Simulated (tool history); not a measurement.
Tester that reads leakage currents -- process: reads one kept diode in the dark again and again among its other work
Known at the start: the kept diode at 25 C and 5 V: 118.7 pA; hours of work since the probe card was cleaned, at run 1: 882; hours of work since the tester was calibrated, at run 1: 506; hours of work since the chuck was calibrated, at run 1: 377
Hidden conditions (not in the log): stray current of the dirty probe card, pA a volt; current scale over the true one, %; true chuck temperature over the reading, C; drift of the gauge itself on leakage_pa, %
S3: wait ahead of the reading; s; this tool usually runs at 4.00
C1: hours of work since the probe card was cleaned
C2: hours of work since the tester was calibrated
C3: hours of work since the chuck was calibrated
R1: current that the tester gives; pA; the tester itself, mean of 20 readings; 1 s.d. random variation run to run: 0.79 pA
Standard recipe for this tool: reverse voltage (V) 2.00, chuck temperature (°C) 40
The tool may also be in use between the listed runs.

run 1 day=0.000 | reverse_voltage_(V)=2.00 chuck_temperature_(°C)=40 S3=4.00 | C1=882 C2=506 C3=377 | R1=255.68
run 2 day=2.283 | reverse_voltage_(V)=2.00 chuck_temperature_(°C)=40 S3=1.09 | C1=923 C2=548 C3=418 | R1=255.76
run 3 day=5.396 | reverse_voltage_(V)=18.15 chuck_temperature_(°C)=40 S3=4.00 | C1=980 C2=604 C3=475 | R1=864.13
run 4 day=7.712 | reverse_voltage_(V)=18.15 chuck_temperature_(°C)=40 S3=4.00 | C1=1022 C2=646 C3=517 | R1=857.17
run 5 day=11.550 | reverse_voltage_(V)=18.15 chuck_temperature_(°C)=40 S3=4.00 | C1=1091 C2=716 C3=586 | R1=856.14
run 6 day=13.704 | reverse_voltage_(V)=18.15 chuck_temperature_(°C)=40 S3=4.00 | C1=1131 C2=755 C3=626 | R1=853.16
run 7 day=15.962 | reverse_voltage_(V)=2.00 chuck_temperature_(°C)=40 S3=1.44 | C1=1172 C2=796 C3=667 | R1=250.38
run 8 day=19.117 | reverse_voltage_(V)=2.00 chuck_temperature_(°C)=40 S3=1.44 | C1=1229 C2=853 C3=724 | R1=250.30
run 9 day=22.258 | reverse_voltage_(V)=2.00 chuck_temperature_(°C)=40 S3=1.44 | C1=1286 C2=910 C3=781 | R1=249.68
run 10 day=24.533 | reverse_voltage_(V)=2.00 chuck_temperature_(°C)=40 S3=1.44 | C1=1327 C2=952 C3=822 | R1=249.28
run 11 day=27.475 | reverse_voltage_(V)=2.00 chuck_temperature_(°C)=40 S3=0.60 | C1=1381 C2=1005 C3=876 | R1=249.01
run 12 day=31.200 | reverse_voltage_(V)=2.00 chuck_temperature_(°C)=40 S3=0.60 | C1=1448 C2=1073 C3=943 | R1=249.56
-- day=34.338 chuck's temperature calibrated
run 13 day=34.338 | reverse_voltage_(V)=2.00 chuck_temperature_(°C)=40 S3=0.60 | C1=1504 C2=1128 C3=0 | R1=263.38
run 14 day=37.871 | reverse_voltage_(V)=2.00 chuck_temperature_(°C)=40 S3=0.60 | C1=1568 C2=1192 C3=64 | R1=264.31
run 15 day=40.067 | reverse_voltage_(V)=2.00 chuck_temperature_(°C)=40 S3=0.60 | C1=1608 C2=1232 C3=104 | R1=261.58
run 16 day=43.288 | reverse_voltage_(V)=2.00 chuck_temperature_(°C)=33 S3=0.60 | C1=1666 C2=1291 C3=163 | R1=145.04
run 17 day=46.138 | reverse_voltage_(V)=2.00 chuck_temperature_(°C)=33 S3=0.60 | C1=1718 C2=1342 C3=214 | R1=144.63
run 18 day=49.592 | reverse_voltage_(V)=19.15 chuck_temperature_(°C)=22 S3=4.00 | C1=1781 C2=1405 C3=277 | R1=189.86
run 19 day=52.783 | reverse_voltage_(V)=19.15 chuck_temperature_(°C)=22 S3=4.00 | C1=1839 C2=1463 C3=335 | R1=188.89
run 20 day=56.217 | reverse_voltage_(V)=19.15 chuck_temperature_(°C)=42 S3=4.00 | C1=1901 C2=1525 C3=397 | R1=1056.79
run 21 day=59.712 | reverse_voltage_(V)=1.23 chuck_temperature_(°C)=54 S3=0.31 | C1=1964 C2=1589 C3=461 | R1=598.39
run 22 day=62.367 | reverse_voltage_(V)=13.48 chuck_temperature_(°C)=28 S3=1.13 | C1=2013 C2=1637 C3=509 | R1=266.45
run 23 day=64.696 | reverse_voltage_(V)=17.34 chuck_temperature_(°C)=48 S3=3.04 | C1=2055 C2=1680 C3=551 | R1=1604.00
run 24 day=66.692 | reverse_voltage_(V)=13.81 chuck_temperature_(°C)=24 S3=1.14 | C1=2091 C2=1716 C3=588 | R1=188.78
run 25 day=68.942 | reverse_voltage_(V)=13.81 chuck_temperature_(°C)=24 S3=1.14 | C1=2132 C2=1757 C3=628 | R1=188.77
run 26 day=72.788 | reverse_voltage_(V)=13.81 chuck_temperature_(°C)=24 S3=1.14 | C1=2202 C2=1826 C3=698 | R1=187.27
run 27 day=76.562 | reverse_voltage_(V)=4.89 chuck_temperature_(°C)=50 S3=1.43 | C1=2270 C2=1895 C3=767 | R1=918.55
run 28 day=79.771 | reverse_voltage_(V)=6.19 chuck_temperature_(°C)=23 S3=1.12 | C1=2329 C2=1953 C3=825 | R1=108.28
-- day=80.179 probe card cleaned and baked
run 29 day=82.475 | reverse_voltage_(V)=3.21 chuck_temperature_(°C)=40 S3=4.00 | C1=42 C2=2000 C3=872 | R1=326.54
run 30 day=84.750 | reverse_voltage_(V)=3.21 chuck_temperature_(°C)=40 S3=4.00 | C1=83 C2=2041 C3=913 | R1=324.45
run 31 day=88.454 | reverse_voltage_(V)=3.21 chuck_temperature_(°C)=40 S3=4.00 | C1=150 C2=2109 C3=980 | R1=325.77
-- day=89.625 chuck's temperature calibrated
run 32 day=90.950 | reverse_voltage_(V)=9.63 chuck_temperature_(°C)=34 S3=0.99 | C1=194 C2=2152 C3=24 | R1=381.07

For some of the steps in R1 from one run to the next: how much would appear even if the tool had no hidden state, given the settings, what came in and random variation, and how much remains for the hidden state plus any gauge scatter that the measured result and the result without hidden state don't share?
Run 19 -> 20: chuck temperature (°C) 22 -> 42. R1 +867.90 pA: hidden state -24.22, all else +892.12.
Run 22 -> 23: reverse voltage (V) 13.48 -> 17.34, chuck temperature (°C) 28 -> 48, S3 1.13 -> 3.04. R1 +1337.55 pA: hidden state -45.81, all else +1383.36.
Run 23 -> 24: reverse voltage (V) 17.34 -> 13.81, chuck temperature (°C) 48 -> 24, S3 3.04 -> 1.14. R1 -1415.22 pA: hidden state +47.77, all else -1462.99.
Run 27 -> 28: reverse voltage (V) 4.89 -> 6.19, chuck temperature (°C) 50 -> 23, S3 1.43 -> 1.12. R1 -810.27 pA: hidden state +36.16, all else -846.43.

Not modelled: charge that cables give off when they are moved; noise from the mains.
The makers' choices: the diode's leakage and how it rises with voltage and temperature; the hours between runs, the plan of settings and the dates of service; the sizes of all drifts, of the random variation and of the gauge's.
